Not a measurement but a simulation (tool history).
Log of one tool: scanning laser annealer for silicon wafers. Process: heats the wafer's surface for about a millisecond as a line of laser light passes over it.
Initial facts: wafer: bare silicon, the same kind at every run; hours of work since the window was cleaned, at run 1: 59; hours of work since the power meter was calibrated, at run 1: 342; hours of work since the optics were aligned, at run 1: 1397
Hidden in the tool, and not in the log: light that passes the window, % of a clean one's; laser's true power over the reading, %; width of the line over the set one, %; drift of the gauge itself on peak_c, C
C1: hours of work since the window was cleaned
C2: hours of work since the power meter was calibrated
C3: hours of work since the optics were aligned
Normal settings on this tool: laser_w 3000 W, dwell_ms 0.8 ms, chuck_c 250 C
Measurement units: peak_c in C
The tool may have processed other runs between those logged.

run 1 hour=0 | laser_w=3000 dwell_ms=0.8 chuck_c=250 | C1=59 C2=342 C3=1397 | peak_c=963
run 2 hour=29.9 | laser_w=3000 dwell_ms=0.8 chuck_c=250 | C1=79 C2=362 C3=1416 | peak_c=959
run 3 hour=59.9 | laser_w=3000 dwell_ms=0.8 chuck_c=250 | C1=99 C2=381 C3=1436 | peak_c=962
run 4 hour=115.4 | laser_w=3000 dwell_ms=0.8 chuck_c=250 | C1=136 C2=418 C3=1473 | peak_c=965
run 5 hour=147.7 | laser_w=3000 dwell_ms=0.8 chuck_c=250 | C1=157 C2=440 C3=1495 | peak_c=963
run 6 hour=178.2 | laser_w=3000 dwell_ms=0.8 chuck_c=250 | C1=178 C2=460 C3=1515 | peak_c=964
run 7 hour=230 | laser_w=3000 dwell_ms=0.8 chuck_c=250 | C1=212 C2=494 C3=1549 | peak_c=961
run 8 hour=291.8 | laser_w=3010 dwell_ms=0.8 chuck_c=250 | C1=253 C2=535 C3=1590 | peak_c=965
run 9 hour=340.7 | laser_w=3010 dwell_ms=0.8 chuck_c=250 | C1=285 C2=568 C3=1623 | peak_c=965
run 10 hour=380 | laser_w=3000 dwell_ms=0.8 chuck_c=247 | C1=311 C2=594 C3=1649 | peak_c=962
run 11 hour=440.4 | laser_w=3000 dwell_ms=0.8 chuck_c=247 | C1=351 C2=634 C3=1689 | peak_c=958
run 12 hour=481.5 | laser_w=3000 dwell_ms=0.8 chuck_c=247 | C1=379 C2=661 C3=1716 | peak_c=959

Predict the results of run 13:
run 13 hour=524.6 | laser_w=3000 dwell_ms=0.8 chuck_c=275 | C1=407 C2=690 C3=1745 | peak_c=?

peak_c: 990 C
Take away the tool's hidden state, keep the run-to-run variation as it was, and the same run would have given peak_c 990 C.
